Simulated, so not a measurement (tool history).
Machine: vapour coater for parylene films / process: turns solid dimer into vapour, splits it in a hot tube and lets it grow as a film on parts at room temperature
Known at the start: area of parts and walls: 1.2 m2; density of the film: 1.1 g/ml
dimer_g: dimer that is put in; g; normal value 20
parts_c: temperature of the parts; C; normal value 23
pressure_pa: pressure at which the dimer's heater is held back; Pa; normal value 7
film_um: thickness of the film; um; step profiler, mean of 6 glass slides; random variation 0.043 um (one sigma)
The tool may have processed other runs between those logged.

{"run": 1, "hour": 0.0, "dimer_g": 20, "parts_c": 23, "pressure_pa": 7, "film_um": 7.71}
{"run": 2, "hour": 10.7, "dimer_g": 20, "parts_c": 23, "pressure_pa": 7, "film_um": 7.75}
{"run": 3, "hour": 20.1, "dimer_g": 20, "parts_c": 23, "pressure_pa": 4.38, "film_um": 8.54}
{"run": 4, "hour": 33.2, "dimer_g": 20, "parts_c": 23, "pressure_pa": 4.38, "film_um": 8.51}
{"run": 5, "hour": 43.3, "dimer_g": 20, "parts_c": 23, "pressure_pa": 4.38, "film_um": 8.47}
{"run": 6, "hour": 51.4, "dimer_g": 20, "parts_c": 23, "pressure_pa": 4.38, "film_um": 8.52}
{"run": 7, "hour": 61.1, "dimer_g": 20, "parts_c": 23, "pressure_pa": 4.38, "film_um": 8.48}
{"run": 8, "hour": 69.8, "dimer_g": 20, "parts_c": 23, "pressure_pa": 5.89, "film_um": 8.05}
{"run": 9, "hour": 76.7, "dimer_g": 8, "parts_c": 18, "pressure_pa": 10.65, "film_um": 3.27}
{"run": 10, "hour": 86.3, "dimer_g": 20, "parts_c": 15, "pressure_pa": 2.91, "film_um": 11.16}
{"run": 11, "hour": 96.6, "dimer_g": 20, "parts_c": 33, "pressure_pa": 9.69, "film_um": 5.86}
{"run": 12, "hour": 109.8, "dimer_g": 14, "parts_c": 30, "pressure_pa": 8.35, "film_um": 4.49}
{"run": 13, "hour": 120.8, "dimer_g": 17, "parts_c": 23, "pressure_pa": 7, "film_um": 6.71}
{"run": 14, "hour": 128.5, "dimer_g": 8, "parts_c": 33, "pressure_pa": 5.79, "film_um": 2.54}
{"run": 15, "hour": 142.9, "dimer_g": 23, "parts_c": 22, "pressure_pa": 4.97, "film_um": 9.92}
{"run": 16, "hour": 149.7, "dimer_g": 28, "parts_c": 26, "pressure_pa": 3.19, "film_um": 11.94}

Below, some changes in film_um between adjacent runs. For each, the amount present without the hidden state too (settings, incoming material, random variation) and the amount remaining for the hidden state with gauge scatter not shared by both compared results:
The tool's hidden condition here consists of: vapour lost through the trap's worn valve, %; true temperature of the parts over the reading, C; drift of the gauge itself on film_um, %.
Run 9 -> 10: dimer_g 8 -> 20, parts_c 18 -> 15, pressure_pa 10.65 -> 2.91. film_um +7.89 um: hidden state +0.09, all else +7.8.
Run 14 -> 15: dimer_g 8 -> 23, parts_c 33 -> 22, pressure_pa 5.79 -> 4.97. film_um +7.38 um: hidden state +0.15, all else +7.23.
